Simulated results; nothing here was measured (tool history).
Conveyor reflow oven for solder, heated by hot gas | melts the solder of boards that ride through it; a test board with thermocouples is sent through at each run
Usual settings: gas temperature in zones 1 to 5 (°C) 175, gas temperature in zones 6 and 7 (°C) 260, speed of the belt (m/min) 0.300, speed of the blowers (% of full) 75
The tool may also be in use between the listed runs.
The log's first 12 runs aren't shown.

| run | hour | gas temperature in zones 1 to 5 (°C) | gas temperature in zones 6 and 7 (°C) | speed of the belt (m/min) | speed of the blowers (% of full) | hours of work since the flux was cleaned out | hours of work since the belt drive was overhauled | hours of work since the thermocouples were changed | highest temperature of the board (°C) | time above the solder's melting point (s) |
|---|---|---|---|---|---|---|---|---|---|---|
| 13 | 212.1 | 175 | 260 | 0.300 | 75 | 174 | 559 | 361 | 249.6 | 90.1 |
| 14 | 235.3 | 175 | 260 | 0.300 | 75 | 190 | 576 | 378 | 249.8 | 90.3 |
| 15 | 252.6 | 175 | 255 | 0.300 | 75 | 202 | 588 | 390 | 245.0 | 84.7 |
| 16 | 273.9 | 175 | 255 | 0.300 | 75 | 217 | 603 | 405 | 245.1 | 84.8 |
|  | 290.8 | flux residue cleaned out of gas plates and filters |
| 17 | 296.3 | 175 | 267 | 0.300 | 75 | 4 | 615 | 417 | 255.9 | 96.4 |
| 18 | 310.1 | 175 | 267 | 0.300 | 75 | 14 | 625 | 427 | 255.9 | 96.2 |
| 19 | 325.2 | 175 | 267 | 0.246 | 78 | 24 | 636 | 438 | 260.4 | 124.8 |
| 20 | 341.8 | 181 | 267 | 0.246 | 86 | 36 | 648 | 450 | 261.8 | 129.4 |
| 21 | 361.7 | 166 | 252 | 0.246 | 86 | 50 | 662 | 464 | 246.3 | 105.1 |
| 22 | 376.5 | 166 | 257 | 0.246 | 77 | 61 | 672 | 474 | 250.1 | 109.5 |

The next listed run, before its measurement:
| 23 | 395.0 | 186 | 268 | 0.300 | 86 | 74 | 685 | 487 | ? | ? |

Run 23 gave highest temperature of the board (°C) 259.4, time above the solder's melting point (s) 105.9.
Without the tool's hidden state the same run would have given highest temperature of the board (°C) 259.4, time above the solder's melting point (s) 105.9.

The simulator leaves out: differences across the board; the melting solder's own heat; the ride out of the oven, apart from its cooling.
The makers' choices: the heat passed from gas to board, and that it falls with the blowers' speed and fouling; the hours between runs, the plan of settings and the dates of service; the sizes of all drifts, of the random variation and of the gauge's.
